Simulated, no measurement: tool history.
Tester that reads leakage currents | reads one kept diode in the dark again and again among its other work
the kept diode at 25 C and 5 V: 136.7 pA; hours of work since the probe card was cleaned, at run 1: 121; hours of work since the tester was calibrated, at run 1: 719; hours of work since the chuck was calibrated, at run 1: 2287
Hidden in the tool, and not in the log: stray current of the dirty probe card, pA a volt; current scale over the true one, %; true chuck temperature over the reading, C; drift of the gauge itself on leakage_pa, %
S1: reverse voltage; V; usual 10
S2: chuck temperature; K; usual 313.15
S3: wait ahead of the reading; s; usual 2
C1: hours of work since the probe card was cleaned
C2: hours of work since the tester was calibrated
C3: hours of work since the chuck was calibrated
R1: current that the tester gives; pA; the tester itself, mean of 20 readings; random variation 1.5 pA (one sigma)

run 1 day=0 | S1=10 S2=313.15 S3=2 | C1=121 C2=719 C3=2287 | R1=503.55
-- day=9.062 chuck's temperature calibrated
run 2 day=9.721 | S1=10 S2=313.15 S3=2 | C1=275 C2=873 C3=10 | R1=501.38
run 3 day=21.754 | S1=10 S2=313.15 S3=2 | C1=467 C2=1064 C3=202 | R1=503.13
run 4 day=30.529 | S1=10 S2=313.15 S3=2 | C1=606 C2=1204 C3=342 | R1=501.37
run 5 day=40.325 | S1=10 S2=313.15 S3=2 | C1=762 C2=1360 C3=498 | R1=501.84
run 6 day=46.158 | S1=10 S2=313.15 S3=2 | C1=855 C2=1453 C3=591 | R1=502.58
run 7 day=57.746 | S1=1.6 S2=313.15 S3=2 | C1=1040 C2=1637 C3=775 | R1=274.47
run 8 day=65.917 | S1=1.6 S2=313.15 S3=2 | C1=1170 C2=1768 C3=905 | R1=276.08
run 9 day=71.012 | S1=10 S2=313.15 S3=2 | C1=1251 C2=1849 C3=986 | R1=502.3
run 10 day=76.683 | S1=10 S2=313.15 S3=2 | C1=1341 C2=1939 C3=1077 | R1=505.69
run 11 day=87.508 | S1=7.2 S2=296.15 S3=0.59 | C1=1513 C2=2111 C3=1249 | R1=135.73
run 12 day=92.583 | S1=7.2 S2=296.15 S3=0.59 | C1=1594 C2=2192 C3=1330 | R1=135.49
run 13 day=99.071 | S1=3.9 S2=304.15 S3=0.94 | C1=1698 C2=2295 C3=1433 | R1=196.95
run 14 day=108.379 | S1=7.9 S2=299.15 S3=2 | C1=1846 C2=2444 C3=1581 | R1=173.05
run 15 day=115.412 | S1=4.3 S2=307.15 S3=0.33 | C1=1958 C2=2556 C3=1693 | R1=255.17
run 16 day=127.238 | S1=4.3 S2=307.15 S3=0.33 | C1=2146 C2=2744 C3=1882 | R1=253.37
run 17 day=133.133 | S1=1.7 S2=327.15 S3=9.54 | C1=2240 C2=2838 C3=1975 | R1=697.13
-- day=136.25 probe card cleaned and baked
run 18 day=140.008 | S1=1.7 S2=327.15 S3=9.54 | C1=60 C2=2945 C3=2083 | R1=699.15
run 19 day=145.75 | S1=1.7 S2=309.15 S3=0.47 | C1=151 C2=3037 C3=2174 | R1=213.36

5 ways to go on from here, each from the tool as it stands after run 19. What would each give?
run A day=151.938 | S1=8.6 S2=309.15 S3=0.47 | C1=250 C2=3135 C3=2273 | R1=?
run B day=151.938 | S1=10 S2=327.15 S3=2 | C1=250 C2=3135 C3=2273 | R1=?
run C day=151.938 | S1=1.2 S2=305.15 S3=4.36 | C1=250 C2=3135 C3=2273 | R1=?
run D day=151.938 | S1=10 S2=295.15 S3=1.01 | C1=250 C2=3135 C3=2273 | R1=?
run E day=151.938 | S1=3.7 S2=293.15 S3=0.5 | C1=250 C2=3135 C3=2273 | R1=?

run=A R1=366.4
run=B R1=1250.45
run=C R1=143.15
run=D R1=139.41
run=E R1=86.8
Without the tool's hidden state the same runs would have given:
run=A R1=366.31
run=B R1=1250.18
run=C R1=143.12
run=D R1=139.36
run=E R1=86.77
